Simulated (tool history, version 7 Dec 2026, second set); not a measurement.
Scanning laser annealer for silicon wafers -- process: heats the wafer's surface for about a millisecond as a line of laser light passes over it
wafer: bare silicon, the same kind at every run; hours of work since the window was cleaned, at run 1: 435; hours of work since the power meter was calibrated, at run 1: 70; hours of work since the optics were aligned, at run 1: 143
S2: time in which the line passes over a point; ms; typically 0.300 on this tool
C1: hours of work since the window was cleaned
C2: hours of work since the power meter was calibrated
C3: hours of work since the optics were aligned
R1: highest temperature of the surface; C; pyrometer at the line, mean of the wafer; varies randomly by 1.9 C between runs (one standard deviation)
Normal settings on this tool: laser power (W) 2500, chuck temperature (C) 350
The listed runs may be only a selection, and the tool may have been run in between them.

Run 1, hour 0.0: usual settings; C1 435; C2 70; C3 143. Result: R1 1078 C.
Run 2, hour 26.4: usual settings; C1 453; C2 88; C3 161. Result: R1 1079 C.
Run 3, hour 60.1: usual settings; C1 476; C2 111; C3 184. Result: R1 1078 C.
Run 4, hour 88.1: usual settings; C1 495; C2 130; C3 203. Result: R1 1081 C.
Run 5, hour 105.9: usual settings; C1 507; C2 142; C3 215. Result: R1 1079 C.
Run 6, hour 132.8: usual settings but chuck temperature (C) 327; C1 525; C2 160; C3 233. Result: R1 1054 C.
Run 7, hour 159.6: usual settings but chuck temperature (C) 327; C1 543; C2 178; C3 251. Result: R1 1054 C.
Run 8, hour 176.7: usual settings but chuck temperature (C) 327; C1 555; C2 190; C3 263. Result: R1 1054 C.
Run 9, hour 199.1: usual settings; C1 570; C2 205; C3 278. Result: R1 1076 C.
Run 10, hour 238.5: usual settings; C1 597; C2 232; C3 305. Result: R1 1076 C.
Run 11, hour 273.1: usual settings; C1 620; C2 255; C3 328. Result: R1 1078 C.
Run 12, hour 296.3: usual settings; C1 636; C2 271; C3 344. Result: R1 1074 C.
Run 13, hour 333.3: usual settings but laser power (W) 2315, S2 0.338 ms; C1 661; C2 296; C3 369. Result: R1 1060 C.
Run 14, hour 351.8: usual settings but laser power (W) 2265, S2 0.313 ms; C1 674; C2 309; C3 382. Result: R1 1022 C.
Run 15, hour 379.6: usual settings but laser power (W) 2265, S2 0.313 ms; C1 693; C2 328; C3 401. Result: R1 1021 C.
Run 16, hour 413.3: usual settings but laser power (W) 2265, S2 0.313 ms; C1 715; C2 351; C3 424. Result: R1 1018 C.
Run 17, hour 441.2: usual settings but laser power (W) 2549, chuck temperature (C) 334; C1 734; C2 370; C3 443. Result: R1 1072 C.
Run 18, hour 475.0: usual settings but S2 0.263 ms; C1 757; C2 393; C3 466. Result: R1 1027 C.
Run 19, hour 508.6: usual settings but laser power (W) 2338; C1 780; C2 415; C3 488. Result: R1 1025 C.
Run 20, hour 541.0: usual settings but laser power (W) 2443, S2 0.354 ms, chuck temperature (C) 311; C1 802; C2 437; C3 510. Result: R1 1079 C.

What will run 21 give?
Run 21, hour 569.8: usual settings but laser power (W) 2328, chuck temperature (C) 327; C1 822; C2 457; C3 530. Result: R1 ?.

{"run 21": {"R1": 996}}
On a tool with no hidden condition, and with the same random variation, this run would have come out at R1 1010 C.
